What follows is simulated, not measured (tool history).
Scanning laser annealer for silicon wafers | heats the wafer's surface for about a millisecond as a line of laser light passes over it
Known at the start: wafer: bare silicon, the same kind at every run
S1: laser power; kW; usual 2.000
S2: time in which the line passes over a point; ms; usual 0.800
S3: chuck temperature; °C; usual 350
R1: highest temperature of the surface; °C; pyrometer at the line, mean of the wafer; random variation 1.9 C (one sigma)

run	hour	S1	S2	S3	R1
1	0.0	2.000	0.800	350	1116
2	48.8	2.000	0.800	350	1117
3	94.4	2.000	0.800	352	1115
# hour 101.1: window over the wafer cleaned
4	124.0	2.000	0.800	352	1107
5	162.2	2.000	0.800	352	1107
6	186.4	1.720	0.800	389	1022
# hour 198.6: window over the wafer cleaned, once more
7	222.0	1.720	0.800	389	1062
8	272.0	2.170	0.765	389	1251
9	312.7	2.000	0.564	350	1029
10	338.9	1.777	0.810	379	1080

Forecast each of these 5 alternatives for the next run:
A	362.9	2.000	0.797	360	?
B	362.9	2.101	0.810	379	?
C	362.9	1.764	0.810	315	?
D	362.9	1.812	0.932	344	?
E	362.9	2.125	0.810	379	?

run	R1
A	1156
B	1228
C	1008
D	1106
E	1244
Without the tool's hidden state the same runs would have given:
run	R1
A	1165
B	1239
C	1017
D	1115
E	1255
